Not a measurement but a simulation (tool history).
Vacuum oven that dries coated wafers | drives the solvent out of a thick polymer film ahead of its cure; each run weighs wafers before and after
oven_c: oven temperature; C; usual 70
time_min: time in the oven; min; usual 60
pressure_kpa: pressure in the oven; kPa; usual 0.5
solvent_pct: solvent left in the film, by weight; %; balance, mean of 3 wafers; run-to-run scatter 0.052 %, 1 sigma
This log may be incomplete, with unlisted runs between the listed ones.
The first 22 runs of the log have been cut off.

run 23 hour=1265.1 | oven_c=60 time_min=60 pressure_kpa=0.771 | solvent_pct=4.24
-- hour=1315.9 vacuum gauge cleaned of residue and calibrated
run 24 hour=1336.7 | oven_c=60 time_min=60 pressure_kpa=0.771 | solvent_pct=3.57
run 25 hour=1389.3 | oven_c=67 time_min=38 pressure_kpa=0.771 | solvent_pct=3.62
run 26 hour=1443.1 | oven_c=61 time_min=72 pressure_kpa=0.802 | solvent_pct=2.89
run 27 hour=1501.8 | oven_c=82 time_min=96 pressure_kpa=0.432 | solvent_pct=0.18
run 28 hour=1558.1 | oven_c=82 time_min=96 pressure_kpa=0.432 | solvent_pct=0.24
run 29 hour=1609.5 | oven_c=59 time_min=60 pressure_kpa=0.82 | solvent_pct=3.96
run 30 hour=1644.3 | oven_c=70 time_min=73 pressure_kpa=0.5 | solvent_pct=1.12
run 31 hour=1678 | oven_c=70 time_min=35 pressure_kpa=0.872 | solvent_pct=3.39
run 32 hour=1716.6 | oven_c=64 time_min=105 pressure_kpa=0.509 | solvent_pct=1.21
run 33 hour=1752.5 | oven_c=74 time_min=79 pressure_kpa=0.562 | solvent_pct=0.73
run 34 hour=1804.4 | oven_c=74 time_min=79 pressure_kpa=0.562 | solvent_pct=0.66
run 35 hour=1854.7 | oven_c=68 time_min=39 pressure_kpa=0.432 | solvent_pct=3.41
run 36 hour=1902.7 | oven_c=72 time_min=64 pressure_kpa=0.5 | solvent_pct=1.31
run 37 hour=1960.3 | oven_c=67 time_min=38 pressure_kpa=0.696 | solvent_pct=3.99
-- hour=2009.3 oven's thermocouples calibrated
run 38 hour=2009.3 | oven_c=69 time_min=72 pressure_kpa=0.696 | solvent_pct=1.29
run 39 hour=2088.3 | oven_c=80 time_min=39 pressure_kpa=0.5 | solvent_pct=1
run 40 hour=2143.9 | oven_c=74 time_min=38 pressure_kpa=1.209 | solvent_pct=2.25
run 41 hour=2190.9 | oven_c=64 time_min=38 pressure_kpa=1.209 | solvent_pct=4.38
run 42 hour=2233.8 | oven_c=70 time_min=50 pressure_kpa=0.45 | solvent_pct=1.98

Here are 4 independent what-if runs from the current tool condition. What would each one return?
run A hour=2289 | oven_c=77 time_min=60 pressure_kpa=0.8 | solvent_pct=?
run B hour=2289 | oven_c=74 time_min=60 pressure_kpa=0.5 | solvent_pct=?
run C hour=2289 | oven_c=85 time_min=50 pressure_kpa=0.45 | solvent_pct=?
run D hour=2289 | oven_c=65 time_min=50 pressure_kpa=0.45 | solvent_pct=?

run=A solvent_pct=0.7
run=B solvent_pct=0.95
run=C solvent_pct=0.41
run=D solvent_pct=2.99
Without the tool's hidden state the same runs would have given:
run=A solvent_pct=0.6
run=B solvent_pct=0.83
run=C solvent_pct=0.34
run=D solvent_pct=2.83

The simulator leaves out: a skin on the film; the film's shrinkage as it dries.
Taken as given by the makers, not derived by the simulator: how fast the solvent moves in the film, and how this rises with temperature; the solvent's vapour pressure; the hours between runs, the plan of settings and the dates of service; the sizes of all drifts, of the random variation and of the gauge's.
